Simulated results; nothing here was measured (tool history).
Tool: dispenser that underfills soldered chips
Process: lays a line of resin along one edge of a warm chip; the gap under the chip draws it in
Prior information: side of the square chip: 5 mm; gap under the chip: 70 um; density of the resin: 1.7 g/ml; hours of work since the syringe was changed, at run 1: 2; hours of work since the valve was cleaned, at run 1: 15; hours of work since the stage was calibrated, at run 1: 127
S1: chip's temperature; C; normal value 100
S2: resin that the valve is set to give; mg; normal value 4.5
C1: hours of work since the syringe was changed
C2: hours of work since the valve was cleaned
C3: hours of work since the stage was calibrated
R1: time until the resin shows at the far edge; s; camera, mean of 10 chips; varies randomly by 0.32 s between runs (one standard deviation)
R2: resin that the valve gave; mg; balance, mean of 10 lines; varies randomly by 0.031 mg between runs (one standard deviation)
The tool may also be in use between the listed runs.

run,hour,S1,S2,C1,C2,C3,R1,R2
1,0,100,4.5,2,15,127,14.3,4.44
2,5.8,100,4.5,7,19,131,19.9,4.44
# hour 9.5: new syringe of resin
3,11.9,100,4.5,2,23,135,13.8,4.4
# hour 22.2: new syringe of resin
4,23.8,100,4.5,1,31,143,11.8,4.3
# hour 35: new syringe of resin
5,36.4,100,4.08,1,40,152,13.5,3.95
# hour 48.1: new syringe of resin
6,48.1,100,4.08,0,47,160,11.5,3.94
7,55.6,100,4.5,5,53,165,16.8,4.31
# hour 61.4: new syringe of resin
8,62.1,100,4.5,1,57,169,12.6,4.27
9,68,100,4.01,5,61,173,17.1,3.76
# hour 74.1: new syringe of resin
10,80.2,104,3.98,4,69,181,14.4,3.76
# hour 87.4: new syringe of resin
11,92.1,104,3.98,3,77,189,13,3.66
12,98.6,107,5.48,8,82,194,15.3,5.02
# hour 100.4: new syringe of resin
13,109.7,107,5.48,6,89,201,14.3,4.99

Consider 3 possible next runs. They are alternatives, not a sequence: every one starts from the tool as it was left by run 13. What does each give?
# hour 113.5: new syringe of resin
A,115.9,111,3.97,2,93,205,?,?
# hour 113.5: new syringe of resin
B,115.9,101,4.24,2,93,205,?,?
# hour 113.5: new syringe of resin
C,115.9,100,4.23,2,93,205,?,?

run,R1,R2
A,9.5,3.6
B,13.1,3.88
C,14,3.79
Without the tool's hidden state the same runs would have given:
run,R1,R2
A,8.3,3.95
B,11.4,4.26
C,12.2,4.17

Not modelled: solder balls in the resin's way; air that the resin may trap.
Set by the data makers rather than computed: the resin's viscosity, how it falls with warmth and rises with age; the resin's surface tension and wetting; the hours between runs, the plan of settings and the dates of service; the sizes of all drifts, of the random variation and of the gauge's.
